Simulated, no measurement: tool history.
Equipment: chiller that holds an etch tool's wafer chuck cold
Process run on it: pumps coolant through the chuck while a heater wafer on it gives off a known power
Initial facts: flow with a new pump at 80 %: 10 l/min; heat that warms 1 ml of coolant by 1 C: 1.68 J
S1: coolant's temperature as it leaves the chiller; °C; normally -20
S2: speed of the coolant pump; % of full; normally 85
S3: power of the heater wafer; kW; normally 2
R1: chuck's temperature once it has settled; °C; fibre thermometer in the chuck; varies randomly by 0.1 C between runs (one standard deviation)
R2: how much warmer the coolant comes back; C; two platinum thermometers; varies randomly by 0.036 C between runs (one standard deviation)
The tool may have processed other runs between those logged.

{"run": 1, "hour": 0.0, "S1": -20, "S2": 85, "S3": 2, "R1": -3.9, "R2": 7.04}
{"run": 2, "hour": 163.4, "S1": -20, "S2": 85, "S3": 2, "R1": -3.6, "R2": 7.09}
{"run": 3, "hour": 289.9, "S1": -20, "S2": 85, "S3": 2, "R1": -3.4, "R2": 7.16}
{"run": 4, "hour": 448.8, "S1": -20, "S2": 85, "S3": 2, "R1": -3.3, "R2": 7.21}
{"run": 5, "hour": 531.4, "S1": -20, "S2": 85, "S3": 2, "R1": -3.2, "R2": 7.17}
{"run": 6, "hour": 664.3, "S1": -20, "S2": 85, "S3": 2.51, "R1": 1.2, "R2": 9.02}
{"hour": 708.0, "done": "coolant changed, channels flushed"}
{"run": 7, "hour": 751.9, "S1": -20, "S2": 85, "S3": 2, "R1": -5.5, "R2": 7.26}
{"run": 8, "hour": 837.9, "S1": -20, "S2": 85, "S3": 2, "R1": -5.6, "R2": 7.32}
{"run": 9, "hour": 934.3, "S1": -20, "S2": 62, "S3": 2, "R1": -1.2, "R2": 10.05}
{"run": 10, "hour": 1093.7, "S1": -16, "S2": 74, "S3": 2.014, "R1": 0.6, "R2": 8.54}
{"hour": 1106.1, "done": "chiller's thermometer calibrated"}
{"run": 11, "hour": 1288.3, "S1": -16, "S2": 76, "S3": 2.605, "R1": 5.2, "R2": 10.77}
{"run": 12, "hour": 1395.3, "S1": -16, "S2": 76, "S3": 2.605, "R1": 5.3, "R2": 10.8}
{"run": 13, "hour": 1501.0, "S1": -29, "S2": 83, "S3": 2.21, "R1": -12, "R2": 8.46}
{"hour": 1563.5, "done": "chiller's thermometer calibrated, once more"}
{"run": 14, "hour": 1690.9, "S1": -22, "S2": 83, "S3": 2.21, "R1": -4.5, "R2": 8.53}
{"run": 15, "hour": 1880.8, "S1": -22, "S2": 83, "S3": 2.21, "R1": -4.2, "R2": 8.59}
{"run": 16, "hour": 2007.5, "S1": -24, "S2": 69, "S3": 1.134, "R1": -13.3, "R2": 5.33}
{"run": 17, "hour": 2133.6, "S1": -29, "S2": 85, "S3": 2, "R1": -12.8, "R2": 7.64}

Branching from run 17: 5 alternative next runs. What would each branch give?
{"run": "A", "hour": 2237.3, "S1": -24, "S2": 85, "S3": 2, "R1": "?", "R2": "?"}
{"run": "B", "hour": 2237.3, "S1": -17, "S2": 80, "S3": 1.736, "R1": "?", "R2": "?"}
{"run": "C", "hour": 2237.3, "S1": -14, "S2": 92, "S3": 2.699, "R1": "?", "R2": "?"}
{"run": "D", "hour": 2237.3, "S1": -20, "S2": 85, "S3": 2, "R1": "?", "R2": "?"}
{"run": "E", "hour": 2237.3, "S1": -16, "S2": 69, "S3": 2.89, "R1": "?", "R2": "?"}

run=A R1=-7.8 R2=7.59
run=B R1=-2.2 R2=7.03
run=C R1=6.5 R2=9.55
run=D R1=-3.7 R2=7.64
run=E R1=11.5 R2=13.61
What these runs would have given with no unlogged condition in the tool:
run=A R1=-10.3 R2=6.66
run=B R1=-4.5 R2=6.17
run=C R1=3.3 R2=8.38
run=D R1=-6.3 R2=6.71
run=E R1=7.2 R2=11.94

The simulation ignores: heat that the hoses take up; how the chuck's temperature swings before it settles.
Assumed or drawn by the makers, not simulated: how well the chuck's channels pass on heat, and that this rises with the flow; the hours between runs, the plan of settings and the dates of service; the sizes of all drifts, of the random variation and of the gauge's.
